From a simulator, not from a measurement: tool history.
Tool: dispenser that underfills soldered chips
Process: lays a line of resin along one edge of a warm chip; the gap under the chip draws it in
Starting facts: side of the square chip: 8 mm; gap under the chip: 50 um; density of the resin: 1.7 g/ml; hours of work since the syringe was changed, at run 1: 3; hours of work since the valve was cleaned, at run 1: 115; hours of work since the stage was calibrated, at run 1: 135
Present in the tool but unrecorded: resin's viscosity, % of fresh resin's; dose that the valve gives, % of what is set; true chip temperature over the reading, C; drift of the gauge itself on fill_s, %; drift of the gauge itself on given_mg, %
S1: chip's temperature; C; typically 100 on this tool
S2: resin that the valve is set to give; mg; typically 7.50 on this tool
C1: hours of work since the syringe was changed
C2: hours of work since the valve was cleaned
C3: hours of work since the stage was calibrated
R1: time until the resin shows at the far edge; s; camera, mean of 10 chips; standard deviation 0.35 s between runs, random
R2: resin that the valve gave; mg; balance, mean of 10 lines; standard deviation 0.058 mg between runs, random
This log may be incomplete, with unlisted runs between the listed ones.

run	day	S1	S2	C1	C2	C3	R1	R2
1	0.000	100	7.50	3	115	135	22.4	6.97
# day 0.154: new syringe of resin
2	0.208	100	7.50	1	118	138	18.8	6.82
3	0.362	100	7.50	4	121	141	23.1	6.83
# day 0.500: new syringe of resin
4	0.538	100	7.50	1	124	144	17.6	6.88
5	0.688	100	8.99	3	126	146	21.3	8.27
# day 0.833: new syringe of resin
6	0.850	100	8.99	0	129	149	16.0	8.17
7	1.038	100	6.92	3	132	152	23.4	6.26
# day 1.171: new syringe of resin
8	1.188	100	6.92	0	134	154	17.9	6.33
9	1.421	100	6.92	4	138	158	24.7	6.19
# day 1.512: new syringe of resin
10	1.625	100	8.07	2	142	162	19.6	7.20
# day 1.846: dispensing valve cleaned and set on the balance
# day 1.904: new syringe of resin
11	1.921	112	8.61	0	1	166	10.8	8.54
12	2.108	105	8.34	3	4	169	18.1	8.26
# day 2.242: new syringe of resin
13	2.271	111	9.41	0	7	171	10.5	9.32
14	2.450	98	8.83	4	10	175	23.0	8.75
# day 2.579: new syringe of resin
15	2.758	97	8.83	3	15	180	23.7	8.78
# day 2.942: new syringe of resin
16	3.071	99	7.92	2	20	185	20.4	7.77
# day 3.296: new syringe of resin
17	3.412	94	8.70	2	26	190	23.4	8.58
# day 3.633: new syringe of resin
18	3.633	95	7.11	0	29	194	19.9	7.02
19	3.821	113	9.29	3	32	197	12.3	9.05

Across each entry between runs, compare the hidden state at the last listed run before it with the hidden state at the first listed run after it:
Between runs 1 and 2: new syringe of resin (day 0.154)
  resin's viscosity, % of fresh resin's: 128.5 -> 108.8; dose that the valve gives, % of what is set: 92.16 -> 91.92; true chip temperature over the reading, C: 0.84 -> 0.86
  difference, measured minus the result without the unlogged condition, R1: +4.7 -> +1.4 s; R2: -0.59 -> -0.61 mg
Between runs 3 and 4: new syringe of resin (day 0.500)
  resin's viscosity, % of fresh resin's: 134.3 -> 104.8; dose that the valve gives, % of what is set: 91.75 -> 91.57; true chip temperature over the reading, C: 0.88 -> 0.9
  difference, measured minus the result without the unlogged condition, R1: +5.6 -> +0.7 s; R2: -0.62 -> -0.63 mg
Between runs 5 and 6: new syringe of resin (day 0.833)
  resin's viscosity, % of fresh resin's: 128.2 -> 100.6; dose that the valve gives, % of what is set: 91.41 -> 91.24; true chip temperature over the reading, C: 0.92 -> 0.93
  difference, measured minus the result without the unlogged condition, R1: +4.1 -> -0.3 s; R2: -0.77 -> -0.79 mg
Between runs 7 and 8: new syringe of resin (day 1.171)
  resin's viscosity, % of fresh resin's: 129.7 -> 102.4; dose that the valve gives, % of what is set: 91.02 -> 90.87; true chip temperature over the reading, C: 0.95 -> 0.97
  difference, measured minus the result without the unlogged condition, R1: +5.3 -> +0.4 s; R2: -0.62 -> -0.63 mg
Between runs 9 and 10: new syringe of resin (day 1.512)
  resin's viscosity, % of fresh resin's: 140.5 -> 116; dose that the valve gives, % of what is set: 90.63 -> 90.43; true chip temperature over the reading, C: 1 -> 1.02
  difference, measured minus the result without the unlogged condition, R1: +7.0 -> +2.4 s; R2: -0.65 -> -0.77 mg
Between runs 10 and 11: dispensing valve cleaned and set on the balance (day 1.846); new syringe of resin (day 1.904)
  resin's viscosity, % of fresh resin's: 116 -> 103.2; dose that the valve gives, % of what is set: 90.43 -> 99.76; true chip temperature over the reading, C: 1.02 -> 1.05
  difference, measured minus the result without the unlogged condition, R1: +2.4 -> -0.1 s; R2: -0.77 -> -0.02 mg
Between runs 12 and 13: new syringe of resin (day 2.242)
  resin's viscosity, % of fresh resin's: 133.4 -> 102; dose that the valve gives, % of what is set: 99.55 -> 99.39; true chip temperature over the reading, C: 1.07 -> 1.08
  difference, measured minus the result without the unlogged condition, R1: +3.9 -> -0.3 s; R2: -0.03 -> -0.05 mg
Between runs 14 and 15: new syringe of resin (day 2.579)
  resin's viscosity, % of fresh resin's: 130.7 -> 126.6; dose that the valve gives, % of what is set: 99.21 -> 98.9; true chip temperature over the reading, C: 1.11 -> 1.14
  difference, measured minus the result without the unlogged condition, R1: +4.6 -> +4.0 s; R2: -0.07 -> -0.10 mg
Between runs 15 and 16: new syringe of resin (day 2.942)
  resin's viscosity, % of fresh resin's: 126.6 -> 117.2; dose that the valve gives, % of what is set: 98.9 -> 98.57; true chip temperature over the reading, C: 1.14 -> 1.17
  difference, measured minus the result without the unlogged condition, R1: +4.0 -> +2.2 s; R2: -0.10 -> -0.11 mg
Between runs 16 and 17: new syringe of resin (day 3.296)
  resin's viscosity, % of fresh resin's: 117.2 -> 113.6; dose that the valve gives, % of what is set: 98.57 -> 98.24; true chip temperature over the reading, C: 1.17 -> 1.21
  difference, measured minus the result without the unlogged condition, R1: +2.2 -> +1.8 s; R2: -0.11 -> -0.16 mg
Between runs 17 and 18: new syringe of resin (day 3.633)
  resin's viscosity, % of fresh resin's: 113.6 -> 99.2; dose that the valve gives, % of what is set: 98.24 -> 98.02; true chip temperature over the reading, C: 1.21 -> 1.24
  difference, measured minus the result without the unlogged condition, R1: +1.8 -> -1.1 s; R2: -0.16 -> -0.15 mg
